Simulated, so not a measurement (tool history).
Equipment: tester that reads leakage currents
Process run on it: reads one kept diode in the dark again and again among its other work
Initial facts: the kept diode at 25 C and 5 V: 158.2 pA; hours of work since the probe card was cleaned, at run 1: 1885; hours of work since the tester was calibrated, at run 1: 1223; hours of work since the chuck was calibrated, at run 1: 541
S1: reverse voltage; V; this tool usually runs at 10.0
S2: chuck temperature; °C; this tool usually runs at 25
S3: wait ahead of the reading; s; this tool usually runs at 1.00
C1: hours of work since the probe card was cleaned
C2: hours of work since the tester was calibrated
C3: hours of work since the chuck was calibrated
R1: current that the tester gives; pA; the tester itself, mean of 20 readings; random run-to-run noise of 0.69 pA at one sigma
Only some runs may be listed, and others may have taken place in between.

run 1 day=0.000 | S1=10.0 S2=25 S3=1.00 | C1=1885 C2=1223 C3=541 | R1=247.48
run 2 day=2.783 | S1=10.0 S2=25 S3=1.00 | C1=1924 C2=1263 C3=581 | R1=246.73
run 3 day=6.196 | S1=10.0 S2=25 S3=3.69 | C1=1973 C2=1311 C3=629 | R1=246.63
run 4 day=9.817 | S1=10.0 S2=25 S3=3.69 | C1=2024 C2=1362 C3=680 | R1=247.99
run 5 day=13.288 | S1=10.0 S2=25 S3=3.69 | C1=2073 C2=1412 C3=730 | R1=248.07
run 6 day=16.046 | S1=10.0 S2=25 S3=3.69 | C1=2112 C2=1451 C3=769 | R1=248.99
run 7 day=19.142 | S1=10.0 S2=25 S3=3.69 | C1=2156 C2=1495 C3=813 | R1=249.04
run 8 day=22.338 | S1=10.9 S2=59 S3=0.33 | C1=2201 C2=1540 C3=858 | R1=2311.97
run 9 day=25.717 | S1=10.9 S2=59 S3=0.33 | C1=2249 C2=1588 C3=906 | R1=2330.63
run 10 day=29.225 | S1=4.9 S2=27 S3=1.28 | C1=2299 C2=1638 C3=956 | R1=195.11
-- day=29.662 probe card cleaned and baked
run 11 day=32.967 | S1=4.9 S2=27 S3=1.28 | C1=47 C2=1689 C3=1007 | R1=199.33
run 12 day=34.950 | S1=3.9 S2=27 S3=8.05 | C1=75 C2=1717 C3=1035 | R1=176.14
run 13 day=36.675 | S1=3.9 S2=27 S3=8.05 | C1=99 C2=1741 C3=1059 | R1=175.92
run 14 day=38.925 | S1=4.3 S2=29 S3=8.05 | C1=131 C2=1773 C3=1091 | R1=214.30

Here are 3 independent what-if runs from the current tool condition. What would each one return?
run A day=42.288 | S1=3.7 S2=25 S3=0.98 | C1=179 C2=1821 C3=1139 | R1=?
run B day=42.288 | S1=10.0 S2=25 S3=0.86 | C1=179 C2=1821 C3=1139 | R1=?
run C day=42.288 | S1=4.8 S2=29 S3=8.05 | C1=179 C2=1821 C3=1139 | R1=?

run=A R1=150.57
run=B R1=262.94
run=C R1=229.65
Without the tool's hidden state the same runs would have given:
run=A R1=135.74
run=B R1=228.58
run=C R1=209.17

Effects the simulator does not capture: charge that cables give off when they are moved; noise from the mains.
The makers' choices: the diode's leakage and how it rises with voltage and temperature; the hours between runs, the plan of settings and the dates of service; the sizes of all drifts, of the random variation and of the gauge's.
